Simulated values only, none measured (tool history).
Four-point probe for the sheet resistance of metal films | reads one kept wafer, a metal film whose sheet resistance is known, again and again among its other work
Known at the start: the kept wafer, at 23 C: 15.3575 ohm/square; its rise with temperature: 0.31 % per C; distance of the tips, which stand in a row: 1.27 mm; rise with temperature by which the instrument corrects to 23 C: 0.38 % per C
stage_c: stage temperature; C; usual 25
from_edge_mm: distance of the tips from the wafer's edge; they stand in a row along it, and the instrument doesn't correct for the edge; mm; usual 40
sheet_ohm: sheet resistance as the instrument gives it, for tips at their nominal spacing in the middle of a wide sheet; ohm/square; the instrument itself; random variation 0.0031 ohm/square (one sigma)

Run 1, hour 0: usual settings. Result: sheet_ohm 15.3011 ohm/square.
Run 2, hour 10.3: usual settings. Result: sheet_ohm 15.296589 ohm/square.
Run 3, hour 22.2: usual settings. Result: sheet_ohm 15.293992 ohm/square.
Run 4, hour 46.6: usual settings. Result: sheet_ohm 15.299466 ohm/square.
Run 5, hour 60.8: usual settings. Result: sheet_ohm 15.291409 ohm/square.
Run 6, hour 80.6: usual settings. Result: sheet_ohm 15.296923 ohm/square.
Run 7, hour 98.9: usual settings. Result: sheet_ohm 15.293935 ohm/square.
Run 8, hour 120.3: usual settings. Result: sheet_ohm 15.29498 ohm/square.
Run 9, hour 142.7: usual settings. Result: sheet_ohm 15.286121 ohm/square.
Run 10, hour 167.4: usual settings. Result: sheet_ohm 15.292848 ohm/square.
Run 11, hour 189: usual settings but from_edge_mm 61 mm. Result: sheet_ohm 15.288366 ohm/square.
Run 12, hour 202.4: usual settings but stage_c 20 C. Result: sheet_ohm 15.349061 ohm/square.
Run 13, hour 217.4: usual settings but from_edge_mm 29 mm. Result: sheet_ohm 15.305245 ohm/square.
Run 14, hour 240.9: usual settings but from_edge_mm 29 mm. Result: sheet_ohm 15.29724 ohm/square.
Run 15, hour 263.7: usual settings but from_edge_mm 5 mm. Result: sheet_ohm 15.798301 ohm/square.
Run 16, hour 281.2: usual settings but from_edge_mm 5 mm. Result: sheet_ohm 15.788909 ohm/square.
Run 17, hour 292.3: usual settings but from_edge_mm 5 mm. Result: sheet_ohm 15.797757 ohm/square.
At hour 310.2: stage's thermometer calibrated.
Run 18, hour 312.6: usual settings but from_edge_mm 35 mm. Result: sheet_ohm 15.280878 ohm/square.
Run 19, hour 329.4: usual settings but from_edge_mm 35 mm. Result: sheet_ohm 15.284163 ohm/square.
Run 20, hour 345.4: usual settings. Result: sheet_ohm 15.279819 ohm/square.
Run 21, hour 356.8: usual settings but stage_c 23 C. Result: sheet_ohm 15.300148 ohm/square.
Run 22, hour 369.4: usual settings but stage_c 29 C. Result: sheet_ohm 15.237891 ohm/square.
Run 23, hour 389.6: usual settings but stage_c 22 C, from_edge_mm 10 mm. Result: sheet_ohm 15.438127 ohm/square.
Run 24, hour 403.8: usual settings but from_edge_mm 4 mm. Result: sheet_ohm 16.052313 ohm/square.
Run 25, hour 419.6: usual settings but stage_c 29 C, from_edge_mm 18 mm. Result: sheet_ohm 15.263845 ohm/square.
At hour 426.2: stage's thermometer calibrated, once more.
Run 26, hour 439.6: usual settings but from_edge_mm 36 mm. Result: sheet_ohm 15.318877 ohm/square.
Run 27, hour 459.7: usual settings but stage_c 23 C, from_edge_mm 25 mm. Result: sheet_ohm 15.352809 ohm/square.
Run 28, hour 471.9: usual settings but stage_c 28 C, from_edge_mm 27 mm. Result: sheet_ohm 15.290419 ohm/square.
Run 29, hour 496.6: usual settings but stage_c 27 C, from_edge_mm 34 mm. Result: sheet_ohm 15.299056 ohm/square.
Run 30, hour 517.1: usual settings but stage_c 23 C, from_edge_mm 4 mm. Result: sheet_ohm 16.12689 ohm/square.
Run 31, hour 533.7: usual settings but from_edge_mm 13 mm. Result: sheet_ohm 15.386537 ohm/square.
Run 32, hour 549.8: usual settings but stage_c 29 C, from_edge_mm 17 mm. Result: sheet_ohm 15.311005 ohm/square.
Run 33, hour 565.4: usual settings but stage_c 29 C, from_edge_mm 17 mm. Result: sheet_ohm 15.305113 ohm/square.
Run 34, hour 578.1: usual settings but stage_c 29 C, from_edge_mm 17 mm. Result: sheet_ohm 15.311754 ohm/square.
Run 35, hour 590.3: usual settings but stage_c 29 C, from_edge_mm 17 mm. Result: sheet_ohm 15.310368 ohm/square.
Run 36, hour 614.6: usual settings but stage_c 21 C, from_edge_mm 30 mm. Result: sheet_ohm 15.367579 ohm/square.
Run 37, hour 632.1: usual settings but stage_c 18 C, from_edge_mm 30 mm. Result: sheet_ohm 15.401187 ohm/square.
Run 38, hour 642.6: usual settings but stage_c 18 C, from_edge_mm 30 mm. Result: sheet_ohm 15.400458 ohm/square.
Run 39, hour 654.3: usual settings but stage_c 18 C, from_edge_mm 30 mm. Result: sheet_ohm 15.406259 ohm/square.
Run 40, hour 668.3: usual settings but stage_c 22 C, from_edge_mm 25 mm. Result: sheet_ohm 15.362998 ohm/square.
Run 41, hour 692: usual settings but from_edge_mm 6 mm. Result: sheet_ohm 15.665436 ohm/square.
Run 42, hour 708: usual settings but from_edge_mm 6 mm. Result: sheet_ohm 15.670049 ohm/square.
Run 43, hour 726.3: usual settings but from_edge_mm 41 mm. Result: sheet_ohm 15.315077 ohm/square.
Run 44, hour 736.8: usual settings but stage_c 19 C, from_edge_mm 7 mm. Result: sheet_ohm 15.643347 ohm/square.

Forecast each of these 3 alternatives for the next run:
Run A, hour 757.8: usual settings but stage_c 32 C, from_edge_mm 28 mm. Result: sheet_ohm ?.
Run B, hour 757.8: usual settings but stage_c 19 C, from_edge_mm 11 mm. Result: sheet_ohm ?.
Run C, hour 757.8: usual settings but stage_c 19 C, from_edge_mm 3 mm. Result: sheet_ohm ?.

run  sheet_ohm
  A  15.241029
  B  15.483014
  C  16.716132
Without the tool's hidden state the same runs would have given:
run  sheet_ohm
  A  15.273246
  B  15.515823
  C  16.751329
